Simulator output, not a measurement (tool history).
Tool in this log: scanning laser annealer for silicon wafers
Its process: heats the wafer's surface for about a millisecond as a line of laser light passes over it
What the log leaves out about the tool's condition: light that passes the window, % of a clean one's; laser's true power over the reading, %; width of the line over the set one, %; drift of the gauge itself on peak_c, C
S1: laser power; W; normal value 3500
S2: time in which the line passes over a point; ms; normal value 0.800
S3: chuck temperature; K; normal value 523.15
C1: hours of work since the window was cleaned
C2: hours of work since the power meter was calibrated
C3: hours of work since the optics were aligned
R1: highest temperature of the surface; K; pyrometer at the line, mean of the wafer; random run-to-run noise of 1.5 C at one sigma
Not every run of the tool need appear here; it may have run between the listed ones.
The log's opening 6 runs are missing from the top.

run 7 hour=324.4 | S1=3500 S2=0.800 S3=523.15 | C1=309 C2=2116 C3=391 | R1=1267.15
run 8 hour=393.2 | S1=3500 S2=0.880 S3=523.15 | C1=354 C2=2161 C3=437 | R1=1308.15
run 9 hour=428.4 | S1=3500 S2=0.880 S3=523.15 | C1=378 C2=2185 C3=461 | R1=1308.15
run 10 hour=484.2 | S1=3500 S2=0.800 S3=523.15 | C1=415 C2=2222 C3=498 | R1=1264.15
run 11 hour=529.9 | S1=3500 S2=0.800 S3=523.15 | C1=445 C2=2252 C3=528 | R1=1264.15
-- hour=561.1 window over the wafer cleaned
run 12 hour=606.6 | S1=3500 S2=0.800 S3=523.15 | C1=30 C2=2302 C3=577 | R1=1280.15
run 13 hour=687.6 | S1=3500 S2=0.825 S3=523.15 | C1=84 C2=2355 C3=631 | R1=1291.15
run 14 hour=722.5 | S1=3500 S2=0.825 S3=523.15 | C1=107 C2=2378 C3=654 | R1=1290.15
run 15 hour=791.8 | S1=3500 S2=0.825 S3=523.15 | C1=153 C2=2424 C3=700 | R1=1287.15
run 16 hour=835.9 | S1=3683 S2=0.800 S3=523.15 | C1=182 C2=2454 C3=730 | R1=1323.15
run 17 hour=873.4 | S1=3683 S2=0.800 S3=523.15 | C1=207 C2=2479 C3=754 | R1=1319.15
run 18 hour=910.8 | S1=3683 S2=0.800 S3=523.15 | C1=232 C2=2503 C3=779 | R1=1324.15
run 19 hour=982.7 | S1=3683 S2=0.800 S3=523.15 | C1=280 C2=2551 C3=827 | R1=1318.15
run 20 hour=1039.9 | S1=3683 S2=0.800 S3=523.15 | C1=318 C2=2589 C3=865 | R1=1318.15
run 21 hour=1113.8 | S1=3143 S2=0.800 S3=486.15 | C1=367 C2=2638 C3=914 | R1=1134.15
run 22 hour=1179.7 | S1=3500 S2=0.988 S3=523.15 | C1=410 C2=2682 C3=958 | R1=1359.15

What will run 23 give?
run 23 hour=1235.5 | S1=3500 S2=0.955 S3=485.15 | C1=448 C2=2719 C3=995 | R1=?

Run 23 yielded R1 1304.15 K.
Had the tool carried no hidden state, the very same run would have given R1 1302.15 K.
